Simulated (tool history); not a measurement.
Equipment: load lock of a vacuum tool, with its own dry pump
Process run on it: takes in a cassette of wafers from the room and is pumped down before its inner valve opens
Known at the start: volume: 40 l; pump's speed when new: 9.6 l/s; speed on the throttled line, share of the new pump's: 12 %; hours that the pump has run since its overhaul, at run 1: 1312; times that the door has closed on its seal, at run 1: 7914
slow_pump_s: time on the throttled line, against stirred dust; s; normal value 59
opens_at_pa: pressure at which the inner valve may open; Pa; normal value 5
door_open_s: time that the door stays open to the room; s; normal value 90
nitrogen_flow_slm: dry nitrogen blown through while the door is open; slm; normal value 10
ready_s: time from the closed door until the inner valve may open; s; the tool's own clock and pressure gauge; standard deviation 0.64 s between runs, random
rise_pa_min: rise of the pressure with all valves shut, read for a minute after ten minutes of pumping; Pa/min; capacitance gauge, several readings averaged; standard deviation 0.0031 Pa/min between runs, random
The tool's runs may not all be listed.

run	hour	slow_pump_s	opens_at_pa	door_open_s	nitrogen_flow_slm	hours that the pump has run since its overhaul	times that the door has closed on its seal	incoming humidity of the room's air, %	ready_s	rise_pa_min
1	0.0	59	5	90	10	1312	7914	47.6	93.5	0.138
2	272.8	59	5	90	10	1584	8290	44.4	93.9	0.143
3	456.5	59	5	90	4	1768	8543	45.6	93.2	0.164
4	743.1	59	5	114	10	2055	8937	44.6	93.6	0.158
5	889.9	59	5	90	10	2202	9139	47.4	94.2	0.149
6	1039.3	59	5	90	10	2351	9345	42.1	95.0	0.150
7	1299.7	74	5	90	10	2611	9703	46.0	107.5	0.163
8	1576.7	74	5	90	10	2888	10084	43.1	107.3	0.153
9	1817.7	59	5	124	5	3129	10416	43.2	94.9	0.188
10	1975.9	36	5	90	10	3288	10633	41.7	74.3	0.168
11	2179.6	85	5	90	10	3491	10914	48.3	117.1	0.175
12	2465.9	85	7	90	5	3778	11308	43.3	115.0	0.188
13	2688.3	116	5	50	10	4000	11614	47.5	143.0	0.164
14	2949.9	111	5	90	34	4262	11974	48.1	142.2	0.164
15	3148.8	37	5	90	20	4461	12248	46.2	76.5	0.172

Some steps in ready_s between neighbouring runs. How much of each would the tool show without its hidden state too (settings, what came in, random variation), and how much is left for the hidden state, with any gauge scatter that isn't in both results?
Hidden state at play: pump's speed, % of a new pump's; leak at the door's seal, Pa l/s; drift of the gauge itself on ready_s, %; drift of the gauge itself on rise_pa_min, %.
Run 14 -> 15: slow_pump_s 111 -> 37, nitrogen_flow_slm 34 -> 20. ready_s -65.7 s: hidden state +0.6, all else -66.3.

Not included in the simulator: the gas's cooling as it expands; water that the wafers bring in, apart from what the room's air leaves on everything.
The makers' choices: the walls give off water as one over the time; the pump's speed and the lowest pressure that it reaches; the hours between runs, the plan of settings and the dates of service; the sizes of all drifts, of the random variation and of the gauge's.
